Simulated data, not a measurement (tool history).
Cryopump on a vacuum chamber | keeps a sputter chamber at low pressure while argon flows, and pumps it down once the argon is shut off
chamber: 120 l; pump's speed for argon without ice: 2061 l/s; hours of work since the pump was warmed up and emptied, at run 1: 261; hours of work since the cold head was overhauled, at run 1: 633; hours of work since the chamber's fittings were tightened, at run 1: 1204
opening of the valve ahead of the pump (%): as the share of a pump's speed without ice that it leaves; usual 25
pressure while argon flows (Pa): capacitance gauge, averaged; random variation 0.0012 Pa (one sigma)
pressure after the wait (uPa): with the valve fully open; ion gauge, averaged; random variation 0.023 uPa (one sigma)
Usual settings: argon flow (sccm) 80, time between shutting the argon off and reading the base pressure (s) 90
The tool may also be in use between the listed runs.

run	hour	argon flow (sccm)	time between shutting the argon off and reading the base pressure (s)	opening of the valve ahead of the pump (%)	hours of work since the pump was warmed up and emptied	hours of work since the cold head was overhauled	hours of work since the chamber's fittings were tightened	pressure while argon flows (Pa)	pressure after the wait (uPa)
1	0	80	90	25	261	633	1204	0.2754	1.58
2	62.7	80	90	25	302	674	1245	0.278	1.59
# hour 101.4: pump warmed up, emptied and cooled again
# hour 115.2: leaking fittings of the chamber tightened, without venting
3	136.4	80	23	25	22	718	14	0.2644	2.81
4	181.9	80	23	25	52	748	44	0.2639	2.86
5	217.2	80	23	25	75	771	67	0.2656	2.76
6	295.4	80	23	25	126	822	118	0.2679	2.79
7	363.3	80	23	25	171	867	163	0.2709	2.85
8	396.5	80	23	25	192	889	185	0.2711	2.9
9	473.5	80	23	25	243	939	235	0.2773	2.91
10	532.8	80	90	25	282	978	274	0.2796	1
11	580.3	80	90	25	313	1009	305	0.2815	1.01
# hour 600.5: pump warmed up, emptied and cooled again
12	624.6	80	90	25	16	1035	331	0.2639	0.97
13	696.6	80	90	39	63	1082	378	0.1726	1.05
14	733.7	80	90	25	87	1106	403	0.2678	1.02
15	808.4	80	90	25	136	1156	452	0.2681	1.1
16	880.2	80	90	25	184	1203	499	0.2719	1.12
17	940.1	80	90	25	223	1242	538	0.2739	1.15
18	975.6	46	57	19	246	1265	561	0.2067	1.56
19	1009.2	77	21	29	268	1287	583	0.2332	3.36
20	1045.6	77	21	29	292	1311	607	0.2357	3.37
# hour 1096: pump warmed up, emptied and cooled again
21	1128.2	57	103	25	21	1362	658	0.1876	1.05
22	1167.2	85	235	19	47	1388	684	0.3718	0.75
23	1200.2	54	235	19	68	1409	705	0.2365	0.76
24	1238.3	126	43	17	93	1434	730	0.6133	1.96
25	1312.9	52	90	25	142	1483	779	0.1756	1.23
26	1363.8	69	20	18	176	1517	813	0.3238	3.67
27	1433.4	59	125	25	221	1562	858	0.203	1.15
28	1474.4	119	85	53	248	1589	885	0.2064	1.39
29	1527.8	123	90	19	283	1624	920	0.56	1.37
# hour 1593.4: pump warmed up, emptied and cooled again
30	1607.2	80	41	25	9	1673	969	0.2635	2.09
31	1648	80	58	25	36	1700	996	0.2663	1.67
32	1694.9	61	163	41	67	1731	1027	0.1254	0.99
33	1757.5	56	49	27	108	1772	1068	0.1737	1.92

Measured less the same run without the tool's hidden state. The same run-to-run variation is in both; the gauge's scatter may not be:
The hidden state here: pump's speed, % of a pump's without ice; cold plate's temperature, K; leak into the chamber, uPa l/s; drift of the gauge itself on working_pa, %; drift of the gauge itself on base_upa, %.
run	pressure while argon flows (Pa)	pressure after the wait (uPa)
1	+0.0137	+0.76
2	+0.0167	+0.78
3	+0.0015	+0.02
4	+0.0028	+0.04
5	+0.0039	+0.05
6	+0.0068	+0.09
7	+0.0092	+0.12
8	+0.0103	+0.13
9	+0.0133	+0.17
10	+0.0158	+0.2
11	+0.018	+0.24
12	+0.0014	+0.17
13	+0.0037	+0.21
14	+0.005	+0.22
15	+0.0074	+0.26
16	+0.01	+0.3
17	+0.0124	+0.33
18	+0.008	+0.36
19	+0.015	+0.37
20	+0.0168	+0.39
21	+0.0012	+0.32
22	+0.003	+0.33
23	+0.0026	+0.35
24	+0.008	+0.39
25	+0.0051	+0.42
26	+0.0085	+0.46
27	+0.0093	+0.5
28	+0.0216	+0.53
29	+0.0264	+0.58
30	+0.0015	+0.46
31	+0.0027	+0.48
32	+0.0032	+0.51
33	+0.0044	+0.55

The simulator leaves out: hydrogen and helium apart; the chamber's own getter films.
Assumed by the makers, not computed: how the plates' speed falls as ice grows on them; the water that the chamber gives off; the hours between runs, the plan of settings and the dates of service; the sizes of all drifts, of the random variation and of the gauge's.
